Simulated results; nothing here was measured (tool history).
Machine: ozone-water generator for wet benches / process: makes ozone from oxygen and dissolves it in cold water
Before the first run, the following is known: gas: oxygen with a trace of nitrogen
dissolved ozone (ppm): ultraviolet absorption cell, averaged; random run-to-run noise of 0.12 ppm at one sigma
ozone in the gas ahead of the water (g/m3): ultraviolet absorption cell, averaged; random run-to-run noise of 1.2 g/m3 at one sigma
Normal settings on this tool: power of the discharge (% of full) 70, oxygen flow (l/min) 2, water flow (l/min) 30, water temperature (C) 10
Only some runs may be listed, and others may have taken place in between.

run	hour	power of the discharge (% of full)	oxygen flow (l/min)	water flow (l/min)	water temperature (C)	dissolved ozone (ppm)	ozone in the gas ahead of the water (g/m3)
1	0	70	2	30	10	9.8	206
2	39.8	70	2	30	10	9.4	207.1
3	96.9	70	2	21	10	13.8	206.8
4	128.9	70	2	21	10	13.6	205.8
5	192.8	70	2	21	10	13.6	205.7
6	256.2	70	2	21	10	13.7	205.3
7	325.3	70	2	21	10	13.6	204.2
8	362.9	70	2	21	10	13.4	205.9
9	417	70	2	21	10	13.4	202.9
10	465.1	86	1.74	30	15	10.1	252.2
11	528	86	1.74	30	15	10	250.7
12	567.6	86	1.74	30	15	10.4	250.2
13	628.2	74	1.19	25	10	9.5	268.1
14	674.8	74	1.19	25	10	9.7	265.5
15	707.2	74	1.19	25	10	9.6	264.3
16	743.9	74	1.19	25	10	9.9	265.2
17	774.3	50	1.89	30	10	7.3	161.7

Between the runs listed above, the log contained 2 entries, not reproduced here. Where in the sequence does each belong, and how does what the log doesn't record of the tool's condition differ from the listed run before to the listed run after?
Logged between run 7 and run 8: contactor cleaned (hour 333.1)
  yield of the discharge, % of new electrodes': 89.5 -> 89.4; contactor's efficiency, % of a clean one's: 93.6 -> 92.3; true water temperature over the reading, C: 0.12 -> 0.13
  difference, measured minus the result without the unlogged condition, dissolved ozone (ppm): -2 -> -2; ozone in the gas ahead of the water (g/m3): -24 -> -24.5
Logged between run 11 and run 12: contactor cleaned, once more (hour 540.4)
  yield of the discharge, % of new electrodes': 88.9 -> 88.8; contactor's efficiency, % of a clean one's: 92 -> 99.7
  difference, measured minus the result without the unlogged condition, dissolved ozone (ppm): -1.8 -> -1.6; ozone in the gas ahead of the water (g/m3): -36.6 -> -37.1

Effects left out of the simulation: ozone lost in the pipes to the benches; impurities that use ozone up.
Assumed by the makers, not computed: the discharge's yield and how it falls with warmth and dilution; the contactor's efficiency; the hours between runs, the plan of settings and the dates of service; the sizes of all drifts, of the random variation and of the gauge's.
